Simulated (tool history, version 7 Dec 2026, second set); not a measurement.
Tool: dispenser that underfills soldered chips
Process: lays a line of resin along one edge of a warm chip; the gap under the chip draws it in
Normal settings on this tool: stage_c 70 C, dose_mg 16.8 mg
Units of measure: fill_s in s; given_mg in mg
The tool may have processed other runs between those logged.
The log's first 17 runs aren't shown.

run,hour,stage_c,dose_mg,hours of work since the syringe was changed,hours of work since the valve was cleaned,hours of work since the stage was calibrated,fill_s,given_mg
# hour 118.9: stage's temperature calibrated
18,125.0,70,16.8,7,92,5,169.7,15.25
# hour 125.7: new syringe of resin
19,132.8,64,19.3,6,98,11,194.3,17.50
# hour 135.9: new syringe of resin
20,140.7,67,19.3,4,104,17,155.7,17.32
21,144.4,56,16.2,7,107,20,299.6,14.48
# hour 145.7: new syringe of resin
22,152.6,56,18.7,6,113,26,279.8,16.79
# hour 155.4: new syringe of resin
23,160.3,56,18.7,4,119,32,255.0,16.47
# hour 165.2: new syringe of resin
24,167.5,56,18.7,2,125,38,234.3,16.49
# hour 172.3: dispensing valve cleaned and set on the balance
# hour 176.3: new syringe of resin
25,177.4,63,14.9,1,4,44,169.5,14.87
26,183.8,63,14.9,6,9,49,213.6,14.83
# hour 185.9: new syringe of resin
27,191.1,70,19.0,4,14,55,138.4,18.73
# hour 195.6: new syringe of resin
28,199.6,61,15.8,3,21,62,195.5,15.60
# hour 205.6: new syringe of resin
29,208.4,60,16.8,2,28,68,196.3,16.32
30,212.4,67,14.7,5,31,72,179.0,14.37
# hour 215.4: new syringe of resin
31,219.8,56,14.7,4,37,77,264.2,14.32
# hour 225.0: new syringe of resin
32,226.7,56,14.7,1,42,83,231.5,14.19
33,233.0,62,15.3,6,47,88,223.8,14.66
# hour 235.0: new syringe of resin
34,239.3,63,19.3,3,52,92,178.1,18.39
# hour 245.1: new syringe of resin
35,245.8,56,14.7,1,57,97,232.3,13.97

3 options for the next run, each taken on its own from the tool as it stands now. Forecast them:
A,253.6,76,14.6,7,63,104,?,?
B,253.6,70,16.8,7,63,104,?,?
C,253.6,68,20.7,7,63,104,?,?

run,fill_s,given_mg
A,137.8,13.78
B,165.7,15.80
C,170.2,19.29
Without the tool's unlogged condition, the same runs would have read:
run,fill_s,given_mg
A,97.7,14.63
B,118.6,16.78
C,123.2,20.49
